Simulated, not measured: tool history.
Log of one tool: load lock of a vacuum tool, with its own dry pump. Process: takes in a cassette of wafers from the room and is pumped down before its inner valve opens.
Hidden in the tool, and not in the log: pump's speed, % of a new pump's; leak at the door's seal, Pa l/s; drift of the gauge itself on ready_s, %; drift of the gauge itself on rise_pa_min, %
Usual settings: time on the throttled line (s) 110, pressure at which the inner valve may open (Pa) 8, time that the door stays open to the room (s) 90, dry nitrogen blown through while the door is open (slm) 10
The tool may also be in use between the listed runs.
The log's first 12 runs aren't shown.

run,hour,time on the throttled line (s),pressure at which the inner valve may open (Pa),time that the door stays open to the room (s),dry nitrogen blown through while the door is open (slm),hours that the pump has run since its overhaul,times that the door has closed on its seal,"incoming humidity of the room's air, %",time from the closed door until the inner valve may open (s),rise of the pressure with all valves shut (Pa/min)
13,1690.3,110,8,90,10,2272,26810,44.0,205.7,0.113
14,1860.9,110,8,90,10,2443,27567,47.2,206.6,0.110
15,1977.9,110,8,90,10,2560,28085,44.9,204.6,0.119
16,2079.4,110,8,90,10,2662,28535,43.4,206.7,0.111
17,2201.7,180,8,90,10,2784,29077,41.4,266.4,0.117
18,2336.1,180,8,90,10,2918,29673,43.7,266.4,0.129
19,2427.9,110,8,90,10,3010,30080,44.2,208.3,0.123
20,2600.3,110,8,90,10,3182,30845,45.3,207.6,0.127
21,2781.0,116,8,42,10,3363,31646,44.8,209.1,0.121
22,2954.2,185,7,128,37,3536,32414,41.6,272.6,0.118
23,3127.8,110,9,90,10,3710,33184,42.4,204.3,0.128
24,3279.6,110,15,173,10,3862,33857,46.7,200.5,0.157
25,3407.1,110,15,173,10,3989,34422,45.1,200.2,0.163
26,3573.2,126,10,173,12,4155,35158,49.3,220.4,0.167
27,3739.4,110,7,90,10,4321,35895,46.0,210.6,0.159
28,3838.9,110,7,90,10,4421,36336,40.0,211.3,0.151
29,3990.8,202,8,90,33,4573,37010,45.1,289.4,0.142
30,4162.1,202,10,202,12,4744,37769,47.9,281.9,0.176
31,4238.5,202,10,202,12,4821,38108,45.7,287.7,0.185
32,4376.1,202,7,121,33,4958,38718,47.8,289.2,0.159
33,4519.7,202,7,32,5,5102,39355,42.6,290.5,0.155
34,4604.8,202,7,32,5,5187,39732,43.3,289.4,0.166
35,4689.6,72,8,161,9,5272,40108,41.8,176.3,0.186
36,4870.1,110,8,90,11,5452,40908,45.2,208.6,0.175
37,5032.0,87,7,90,18,5614,41626,46.6,195.0,0.175

4 ways to go on from here, each from the tool as it stands after run 37. What would each give?
A,5152.3,87,8,68,30,5734,42160,46.7,?,?
B,5152.3,110,8,162,8,5734,42160,46.9,?,?
C,5152.3,156,9,90,35,5734,42160,47.2,?,?
D,5152.3,87,7,90,4,5734,42160,43.8,?,?

run,time from the closed door until the inner valve may open (s),rise of the pressure with all valves shut (Pa/min)
A,191.8,0.176
B,211.7,0.201
C,249.1,0.171
D,195.1,0.193
Without the tool's hidden state the same runs would have given:
run,time from the closed door until the inner valve may open (s),rise of the pressure with all valves shut (Pa/min)
A,184.0,0.022
B,204.0,0.052
C,241.9,0.020
D,186.9,0.042

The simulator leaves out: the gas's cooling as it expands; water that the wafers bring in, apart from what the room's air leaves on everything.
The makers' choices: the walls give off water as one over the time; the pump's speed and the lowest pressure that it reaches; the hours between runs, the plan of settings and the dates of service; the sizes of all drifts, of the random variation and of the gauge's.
